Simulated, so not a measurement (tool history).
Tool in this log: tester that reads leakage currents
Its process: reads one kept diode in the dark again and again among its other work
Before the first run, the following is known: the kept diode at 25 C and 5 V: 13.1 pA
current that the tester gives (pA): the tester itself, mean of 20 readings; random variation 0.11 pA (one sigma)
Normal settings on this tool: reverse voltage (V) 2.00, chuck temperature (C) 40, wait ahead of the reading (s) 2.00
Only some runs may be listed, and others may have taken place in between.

| run | hour | reverse voltage (V) | chuck temperature (C) | wait ahead of the reading (s) | current that the tester gives (pA) |
|---|---|---|---|---|---|
| 1 | 0.0 | 2.00 | 40 | 2.00 | 38.07 |
| 2 | 45.1 | 2.00 | 40 | 2.00 | 38.13 |
|  | 101.1 | chuck's temperature calibrated |
| 3 | 105.2 | 2.00 | 31 | 2.00 | 20.70 |
| 4 | 167.3 | 2.00 | 40 | 1.50 | 39.21 |
| 5 | 236.2 | 2.00 | 40 | 1.50 | 39.95 |
| 6 | 284.9 | 2.00 | 40 | 0.54 | 40.66 |
|  | 311.7 | chuck's temperature calibrated, once more |
| 7 | 335.9 | 2.00 | 40 | 8.18 | 36.69 |
| 8 | 394.1 | 2.00 | 40 | 2.00 | 37.06 |
| 9 | 423.9 | 2.00 | 40 | 2.00 | 37.25 |
| 10 | 490.3 | 2.00 | 40 | 2.00 | 37.46 |
| 11 | 557.5 | 2.00 | 40 | 2.00 | 37.58 |
| 12 | 611.6 | 13.45 | 59 | 6.05 | 299.64 |
| 13 | 653.7 | 13.45 | 59 | 6.05 | 301.73 |
| 14 | 695.1 | 2.39 | 58 | 0.34 | 144.21 |
| 15 | 732.7 | 2.39 | 58 | 0.34 | 144.48 |
| 16 | 784.3 | 4.45 | 29 | 1.40 | 29.09 |
| 17 | 850.8 | 3.75 | 22 | 0.90 | 18.80 |
| 18 | 879.6 | 3.75 | 22 | 0.90 | 19.23 |
| 19 | 918.7 | 3.75 | 22 | 0.90 | 19.43 |
| 20 | 965.6 | 3.35 | 40 | 1.70 | 49.84 |

5 ways to go on from here, each from the tool as it stands after run 20. What would each give?
| A | 1005.0 | 1.85 | 60 | 1.98 | ? |
| B | 1005.0 | 11.63 | 40 | 0.38 | ? |
| C | 1005.0 | 3.35 | 36 | 1.70 | ? |
| D | 1005.0 | 3.35 | 57 | 1.70 | ? |
| E | 1005.0 | 3.10 | 40 | 1.12 | ? |

| run | current that the tester gives (pA) |
|---|---|
| A | 150.62 |
| B | 98.99 |
| C | 38.99 |
| D | 155.18 |
| E | 48.63 |
The same runs, with their run-to-run variation unchanged, on a tool lacking any hidden condition would have given:
| run | current that the tester gives (pA) |
|---|---|
| A | 140.22 |
| B | 67.99 |
| C | 29.39 |
| D | 141.00 |
| E | 39.23 |

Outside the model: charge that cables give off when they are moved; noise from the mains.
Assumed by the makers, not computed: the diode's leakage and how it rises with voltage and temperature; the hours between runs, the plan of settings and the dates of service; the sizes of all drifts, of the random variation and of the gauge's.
